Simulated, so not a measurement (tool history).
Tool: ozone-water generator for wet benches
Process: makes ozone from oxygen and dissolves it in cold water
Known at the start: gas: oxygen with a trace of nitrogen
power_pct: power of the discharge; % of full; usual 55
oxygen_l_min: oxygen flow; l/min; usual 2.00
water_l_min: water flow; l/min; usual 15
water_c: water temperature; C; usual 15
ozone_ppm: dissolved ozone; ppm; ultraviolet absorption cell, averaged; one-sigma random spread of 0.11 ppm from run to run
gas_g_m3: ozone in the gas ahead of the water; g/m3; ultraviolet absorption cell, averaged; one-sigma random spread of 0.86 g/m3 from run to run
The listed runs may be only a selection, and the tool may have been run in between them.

Run 1, hour 0.0: usual settings. Result: ozone_ppm 10.2 ppm, gas_g_m3 138.5 g/m3.
Run 2, hour 16.6: usual settings. Result: ozone_ppm 10.4 ppm, gas_g_m3 138.9 g/m3.
Run 3, hour 47.2: usual settings. Result: ozone_ppm 10.3 ppm, gas_g_m3 138.3 g/m3.
Run 4, hour 78.2: usual settings. Result: ozone_ppm 10.1 ppm, gas_g_m3 138.6 g/m3.
Run 5, hour 100.4: usual settings but oxygen_l_min 1.05 l/min. Result: ozone_ppm 8.6 ppm, gas_g_m3 190.1 g/m3.
Run 6, hour 115.1: usual settings but oxygen_l_min 3.22 l/min. Result: ozone_ppm 11.1 ppm, gas_g_m3 110.4 g/m3.
Run 7, hour 137.1: usual settings but oxygen_l_min 3.22 l/min. Result: ozone_ppm 11.3 ppm, gas_g_m3 109.4 g/m3.
Run 8, hour 152.9: usual settings but water_l_min 13 l/min. Result: ozone_ppm 12.2 ppm, gas_g_m3 138.7 g/m3.
Run 9, hour 170.1: usual settings but water_l_min 13 l/min. Result: ozone_ppm 12.0 ppm, gas_g_m3 137.6 g/m3.
Run 10, hour 197.3: usual settings but water_l_min 13 l/min. Result: ozone_ppm 12.0 ppm, gas_g_m3 137.0 g/m3.
Run 11, hour 217.9: usual settings but water_c 12 C. Result: ozone_ppm 10.7 ppm, gas_g_m3 138.7 g/m3.
Run 12, hour 247.3: usual settings but water_c 12 C. Result: ozone_ppm 10.6 ppm, gas_g_m3 136.9 g/m3.
Run 13, hour 279.1: usual settings but water_c 12 C. Result: ozone_ppm 10.7 ppm, gas_g_m3 138.2 g/m3.
Run 14, hour 294.8: usual settings but water_c 11 C. Result: ozone_ppm 10.7 ppm, gas_g_m3 139.5 g/m3.
Run 15, hour 323.4: usual settings but power_pct 94 % of full. Result: ozone_ppm 16.3 ppm, gas_g_m3 219.1 g/m3.
Run 16, hour 349.2: usual settings but power_pct 94 % of full. Result: ozone_ppm 16.1 ppm, gas_g_m3 217.2 g/m3.
Run 17, hour 379.2: usual settings but power_pct 63 % of full, oxygen_l_min 1.13 l/min, water_l_min 14 l/min. Result: ozone_ppm 10.8 ppm, gas_g_m3 204.2 g/m3.
Run 18, hour 408.7: usual settings but power_pct 63 % of full, oxygen_l_min 1.13 l/min, water_l_min 14 l/min. Result: ozone_ppm 10.5 ppm, gas_g_m3 204.1 g/m3.
Run 19, hour 429.3: usual settings but power_pct 63 % of full, oxygen_l_min 2.65 l/min, water_l_min 14 l/min, water_c 21 C. Result: ozone_ppm 12.0 ppm, gas_g_m3 135.7 g/m3.
Run 20, hour 456.7: usual settings but power_pct 63 % of full, oxygen_l_min 2.65 l/min, water_l_min 14 l/min, water_c 21 C. Result: ozone_ppm 12.3 ppm, gas_g_m3 135.2 g/m3.
Run 21, hour 486.5: usual settings but power_pct 63 % of full, oxygen_l_min 2.65 l/min, water_l_min 14 l/min, water_c 21 C. Result: ozone_ppm 12.1 ppm, gas_g_m3 135.0 g/m3.
Run 22, hour 499.5: usual settings but water_l_min 14 l/min. Result: ozone_ppm 11.2 ppm, gas_g_m3 137.7 g/m3.
Run 23, hour 525.9: usual settings but power_pct 68 % of full, oxygen_l_min 1.54 l/min, water_l_min 14 l/min. Result: ozone_ppm 12.2 ppm, gas_g_m3 187.8 g/m3.
Run 24, hour 554.0: usual settings but power_pct 68 % of full, oxygen_l_min 1.54 l/min, water_l_min 14 l/min. Result: ozone_ppm 12.4 ppm, gas_g_m3 188.2 g/m3.
Run 25, hour 575.7: usual settings but power_pct 41 % of full, oxygen_l_min 2.89 l/min, water_l_min 9 l/min. Result: ozone_ppm 13.4 ppm, gas_g_m3 89.5 g/m3.
Run 26, hour 604.1: usual settings but power_pct 53 % of full, water_c 11 C. Result: ozone_ppm 10.3 ppm, gas_g_m3 132.4 g/m3.
Run 27, hour 632.5: usual settings but power_pct 78 % of full, water_c 19 C. Result: ozone_ppm 13.0 ppm, gas_g_m3 184.1 g/m3.
Run 28, hour 658.3: usual settings but power_pct 65 % of full, oxygen_l_min 2.17 l/min, water_l_min 16 l/min. Result: ozone_ppm 11.1 ppm, gas_g_m3 151.9 g/m3.
Run 29, hour 687.4: usual settings but power_pct 40 % of full, oxygen_l_min 1.69 l/min, water_l_min 20 l/min, water_c 11 C. Result: ozone_ppm 5.5 ppm, gas_g_m3 113.9 g/m3.
Run 30, hour 719.5: usual settings but power_pct 51 % of full, oxygen_l_min 1.28 l/min. Result: ozone_ppm 8.7 ppm, gas_g_m3 161.2 g/m3.

Predict the results of run 31:
Run 31, hour 747.5: usual settings but power_pct 75 % of full, oxygen_l_min 1.23 l/min, water_l_min 24 l/min, water_c 14 C. Result: ozone_ppm ?, gas_g_m3 ?.

Run 31 produced ozone_ppm 6.5 ppm, gas_g_m3 228.1 g/m3.
With no hidden state in the tool, this same run would have given ozone_ppm 7.1 ppm, gas_g_m3 234.5 g/m3.
